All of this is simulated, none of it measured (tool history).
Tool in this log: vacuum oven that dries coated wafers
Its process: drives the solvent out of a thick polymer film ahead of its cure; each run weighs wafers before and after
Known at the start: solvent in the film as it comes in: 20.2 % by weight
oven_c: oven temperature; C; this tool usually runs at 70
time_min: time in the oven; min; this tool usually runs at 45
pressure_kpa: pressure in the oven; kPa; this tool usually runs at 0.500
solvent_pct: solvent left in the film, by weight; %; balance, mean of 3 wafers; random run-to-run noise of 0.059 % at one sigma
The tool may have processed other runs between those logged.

run 1 hour=0.0 | oven_c=70 time_min=45 pressure_kpa=0.500 | solvent_pct=3.69
run 2 hour=11.4 | oven_c=70 time_min=45 pressure_kpa=0.500 | solvent_pct=3.60
run 3 hour=27.8 | oven_c=70 time_min=45 pressure_kpa=0.500 | solvent_pct=3.69
run 4 hour=41.1 | oven_c=85 time_min=45 pressure_kpa=0.500 | solvent_pct=0.62
run 5 hour=49.3 | oven_c=70 time_min=45 pressure_kpa=0.257 | solvent_pct=3.29
run 6 hour=62.1 | oven_c=70 time_min=45 pressure_kpa=0.257 | solvent_pct=3.38
run 7 hour=72.5 | oven_c=70 time_min=45 pressure_kpa=0.257 | solvent_pct=3.33
run 8 hour=88.3 | oven_c=70 time_min=45 pressure_kpa=0.257 | solvent_pct=3.36
run 9 hour=99.5 | oven_c=70 time_min=45 pressure_kpa=0.257 | solvent_pct=3.31
run 10 hour=107.5 | oven_c=70 time_min=45 pressure_kpa=0.500 | solvent_pct=3.70
run 11 hour=118.9 | oven_c=70 time_min=45 pressure_kpa=0.500 | solvent_pct=3.64
run 12 hour=129.7 | oven_c=70 time_min=45 pressure_kpa=0.500 | solvent_pct=3.77
run 13 hour=141.2 | oven_c=70 time_min=45 pressure_kpa=0.500 | solvent_pct=3.68
run 14 hour=150.6 | oven_c=70 time_min=45 pressure_kpa=0.500 | solvent_pct=3.76
run 15 hour=165.7 | oven_c=70 time_min=45 pressure_kpa=0.500 | solvent_pct=3.84
run 16 hour=180.5 | oven_c=70 time_min=45 pressure_kpa=0.578 | solvent_pct=3.88
run 17 hour=192.6 | oven_c=70 time_min=45 pressure_kpa=0.500 | solvent_pct=3.70
run 18 hour=204.9 | oven_c=70 time_min=45 pressure_kpa=0.500 | solvent_pct=3.70
run 19 hour=219.0 | oven_c=70 time_min=45 pressure_kpa=0.500 | solvent_pct=3.70
run 20 hour=226.7 | oven_c=70 time_min=45 pressure_kpa=0.500 | solvent_pct=3.70
run 21 hour=234.7 | oven_c=70 time_min=45 pressure_kpa=0.500 | solvent_pct=3.86
run 22 hour=242.8 | oven_c=70 time_min=45 pressure_kpa=0.500 | solvent_pct=3.80
run 23 hour=257.5 | oven_c=81 time_min=45 pressure_kpa=0.500 | solvent_pct=0.88
run 24 hour=271.5 | oven_c=81 time_min=45 pressure_kpa=0.500 | solvent_pct=0.88
run 25 hour=283.7 | oven_c=74 time_min=47 pressure_kpa=0.335 | solvent_pct=2.03
run 26 hour=293.6 | oven_c=74 time_min=47 pressure_kpa=0.335 | solvent_pct=1.93
run 27 hour=304.0 | oven_c=74 time_min=47 pressure_kpa=0.335 | solvent_pct=1.93
run 28 hour=312.9 | oven_c=61 time_min=43 pressure_kpa=1.758 | solvent_pct=10.30
run 29 hour=327.3 | oven_c=61 time_min=33 pressure_kpa=1.191 | solvent_pct=10.64
run 30 hour=338.9 | oven_c=70 time_min=38 pressure_kpa=0.408 | solvent_pct=4.63
run 31 hour=349.9 | oven_c=70 time_min=38 pressure_kpa=0.408 | solvent_pct=4.55
run 32 hour=361.1 | oven_c=73 time_min=34 pressure_kpa=1.097 | solvent_pct=4.71
run 33 hour=369.7 | oven_c=73 time_min=34 pressure_kpa=1.097 | solvent_pct=4.66
run 34 hour=380.8 | oven_c=81 time_min=43 pressure_kpa=0.500 | solvent_pct=0.96
run 35 hour=395.8 | oven_c=55 time_min=81 pressure_kpa=0.500 | solvent_pct=7.88
run 36 hour=411.5 | oven_c=55 time_min=81 pressure_kpa=0.500 | solvent_pct=7.87
run 37 hour=424.7 | oven_c=55 time_min=81 pressure_kpa=0.500 | solvent_pct=7.88
run 38 hour=431.9 | oven_c=58 time_min=45 pressure_kpa=0.500 | solvent_pct=9.62
run 39 hour=441.0 | oven_c=70 time_min=45 pressure_kpa=0.552 | solvent_pct=3.87
run 40 hour=454.7 | oven_c=58 time_min=24 pressure_kpa=0.486 | solvent_pct=12.40
run 41 hour=465.9 | oven_c=58 time_min=33 pressure_kpa=0.282 | solvent_pct=10.61
run 42 hour=473.1 | oven_c=58 time_min=22 pressure_kpa=0.667 | solvent_pct=12.45
run 43 hour=485.5 | oven_c=58 time_min=22 pressure_kpa=0.667 | solvent_pct=13.00
run 44 hour=499.2 | oven_c=77 time_min=45 pressure_kpa=0.990 | solvent_pct=2.13
run 45 hour=516.8 | oven_c=57 time_min=31 pressure_kpa=0.302 | solvent_pct=11.23
run 46 hour=526.9 | oven_c=75 time_min=45 pressure_kpa=0.500 | solvent_pct=2.11
run 47 hour=540.0 | oven_c=70 time_min=50 pressure_kpa=1.986 | solvent_pct=5.55

Removed from this log: 2 entries logged between the listed runs. Between which two listed runs does each belong, and how does the tool's hidden state at the listed run before it compare with that at the listed run after it?
Logged between run 27 and run 28: vacuum gauge cleaned of residue and calibrated (hour 306.7)
  true wafer temperature over the reading, C: -1.34 -> -1.35; true pressure over the reading, kPa: 0.029 -> 0.035
  measured result minus the result with no hidden state, solvent_pct: +0.39 -> +0.73 %
Logged between run 36 and run 37: vacuum gauge cleaned of residue and calibrated, once more (hour 413.9)
  true wafer temperature over the reading, C: -1.44 -> -1.45; true pressure over the reading, kPa: 0.041 -> 0.008
  measured result minus the result with no hidden state, solvent_pct: +0.85 -> +0.77 %

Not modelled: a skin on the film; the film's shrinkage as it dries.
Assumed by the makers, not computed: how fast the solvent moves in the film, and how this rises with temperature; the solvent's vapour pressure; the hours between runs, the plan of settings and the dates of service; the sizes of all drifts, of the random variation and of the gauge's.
